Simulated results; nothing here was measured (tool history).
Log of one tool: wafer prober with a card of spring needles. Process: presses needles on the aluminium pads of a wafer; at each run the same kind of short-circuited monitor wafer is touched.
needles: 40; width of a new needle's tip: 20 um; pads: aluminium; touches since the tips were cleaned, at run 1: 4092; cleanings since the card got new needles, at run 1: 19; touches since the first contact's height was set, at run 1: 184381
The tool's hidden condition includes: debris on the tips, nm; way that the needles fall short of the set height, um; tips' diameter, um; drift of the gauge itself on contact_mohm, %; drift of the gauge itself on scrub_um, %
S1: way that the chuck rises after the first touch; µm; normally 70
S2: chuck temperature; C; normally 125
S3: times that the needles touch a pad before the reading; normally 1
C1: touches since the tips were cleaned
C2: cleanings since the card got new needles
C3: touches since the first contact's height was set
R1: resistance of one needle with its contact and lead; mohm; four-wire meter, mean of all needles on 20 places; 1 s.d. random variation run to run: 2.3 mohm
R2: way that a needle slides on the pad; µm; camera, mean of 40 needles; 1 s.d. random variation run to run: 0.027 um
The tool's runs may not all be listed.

run,hour,S1,S2,S3,C1,C2,C3,R1,R2
1,0,70,125,1,4092,19,184381,264,11.01
2,15.2,70,125,1,7814,19,188103,256,11.01
# hour 16.6: tips cleaned on abrasive film
3,23.7,70,125,1,1740,20,190181,258,11.01
4,39.9,55,125,1,5697,20,194138,265,8.65
# hour 49.4: tips cleaned on abrasive film
5,53.4,62,125,1,992,21,197441,260,9.71
6,65.1,62,125,1,3865,21,200314,260,9.73
# hour 67.2: height of the first contact set anew
7,78.9,62,125,1,7180,21,2875,258,9.73
# hour 82.7: tips cleaned on abrasive film
8,95.4,62,125,1,3105,22,6887,256,9.71
9,110.6,62,125,1,6834,22,10616,261,9.76
# hour 115.6: tips cleaned on abrasive film
10,126.2,62,125,1,2618,23,14429,263,9.7
11,138.9,62,125,1,5718,23,17529,264,9.69
# hour 148.8: tips cleaned on abrasive film
12,154.7,62,125,1,1445,24,21393,257,9.69
13,166.4,62,125,1,4329,24,24277,263,9.65
# hour 181.7: tips cleaned on abrasive film
14,181.8,70,125,2,4,25,28008,257,10.9
15,198.2,70,125,2,4043,25,32047,258,10.92
16,211.9,70,125,2,7407,25,35411,257,10.92
# hour 214.8: tips cleaned on abrasive film
17,228.4,70,32,1,3342,26,39439,238,10.92
# hour 247.2: tips cleaned on abrasive film
18,247.2,70,32,1,0,27,44019,234,10.86
19,265,70,32,1,4367,27,48386,234,10.92
# hour 279.5: tips cleaned on abrasive film
20,281.4,70,32,1,472,28,52397,235,10.88
21,299.6,54,99,2,4932,28,56857,256,8.36
22,308.2,74,80,1,7039,28,58964,246,11.48
# hour 312.2: tips cleaned on abrasive film
23,324.9,66,107,1,3106,29,63027,250,10.23
24,337.7,54,26,1,6248,29,66169,234,8.43
# hour 344.9: tips cleaned on abrasive film
25,356,69,55,2,2723,30,70650,236,10.68
26,370.6,55,40,2,6292,30,74219,244,8.55
# hour 378.3: tips cleaned on abrasive film
27,383.4,63,125,1,1242,31,77338,254,9.78
28,392.3,78,34,2,3424,31,79520,235,12.1
29,410,65,76,3,7764,31,83860,248,10.11
# hour 411.6: tips cleaned on abrasive film
30,422.8,70,125,2,2760,32,86994,253,10.86
31,437.3,74,89,1,6303,32,90537,249,11.45
# hour 445.4: tips cleaned on abrasive film
32,453.9,65,27,2,2102,33,94605,232,10.13
33,473.6,65,27,2,6925,33,99428,234,10.02
# hour 478.5: tips cleaned on abrasive film
34,489.2,56,67,1,2626,34,103238,246,8.67
# hour 507.8: gauge calibrated
35,508.9,71,30,2,7448,34,108060,234,11.16

Below, some changes in R2 between adjacent runs. For each, the amount present without the hidden state too (settings, incoming material, random variation) and the amount remaining for the hidden state with gauge scatter not shared by both compared results:
Run 20 -> 21: S1 70 -> 54, S2 32 -> 99, S3 1 -> 2. R2 -2.52 µm: hidden state +0.01, all else -2.53.
Run 21 -> 22: S1 54 -> 74, S2 99 -> 80, S3 2 -> 1. R2 +3.12 µm: hidden state -0.03, all else +3.15.
Run 24 -> 25: S1 54 -> 69, S2 26 -> 55, S3 1 -> 2, tips cleaned on abrasive film. R2 +2.25 µm: hidden state -0.03, all else +2.28.
Run 34 -> 35: S1 56 -> 71, S2 67 -> 30, S3 1 -> 2, gauge calibrated. R2 +2.49 µm: hidden state +0.15, all else +2.34.
